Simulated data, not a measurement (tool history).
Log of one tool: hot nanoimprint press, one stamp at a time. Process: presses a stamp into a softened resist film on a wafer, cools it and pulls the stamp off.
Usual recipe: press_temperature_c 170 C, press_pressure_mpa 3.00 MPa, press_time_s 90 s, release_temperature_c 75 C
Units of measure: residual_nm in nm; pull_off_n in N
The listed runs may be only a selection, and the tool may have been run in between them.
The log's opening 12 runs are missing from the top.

run	day	press_temperature_c	press_pressure_mpa	press_time_s	release_temperature_c	residual_nm	pull_off_n
13	4.058	170	3.00	61	75	94.74	192
14	4.462	170	3.00	61	75	94.73	194
15	4.808	170	4.69	90	75	66.71	198
16	5.033	159	3.02	71	70	135.47	219
17	5.333	179	2.64	129	75	49.84	195
18	5.575	179	2.64	129	75	49.80	196
19	5.762	170	3.35	100	75	73.85	198
20	6.083	170	3.35	56	74	93.77	198
21	6.471	170	4.32	90	75	69.18	197
22	6.654	165	3.00	90	75	100.00	193
23	7.050	171	3.26	148	72	60.04	214
24	7.388	161	3.00	90	74	117.30	205
25	7.788	161	4.44	49	74	125.64	206
26	8.225	176	3.76	49	74	74.08	208
27	8.450	172	3.41	49	69	90.54	232
# day 8.667: plate thermocouple calibrated
28	9.004	172	2.78	49	77	99.93	194
29	9.238	172	2.78	163	77	60.51	195
30	9.429	172	2.78	163	77	60.45	194

Predict each of these 3 candidate next runs independently; none follows another, all start after run 30:
A	9.812	170	2.22	176	73	?	?
B	9.812	172	2.13	91	64	?	?
C	9.812	172	2.78	163	62	?	?

run	residual_nm	pull_off_n
A	70.78	214
B	87.21	266
C	60.46	283
Without the tool's unlogged condition, the same runs would have read:
run	residual_nm	pull_off_n
A	70.07	201
B	86.42	251
C	59.82	267

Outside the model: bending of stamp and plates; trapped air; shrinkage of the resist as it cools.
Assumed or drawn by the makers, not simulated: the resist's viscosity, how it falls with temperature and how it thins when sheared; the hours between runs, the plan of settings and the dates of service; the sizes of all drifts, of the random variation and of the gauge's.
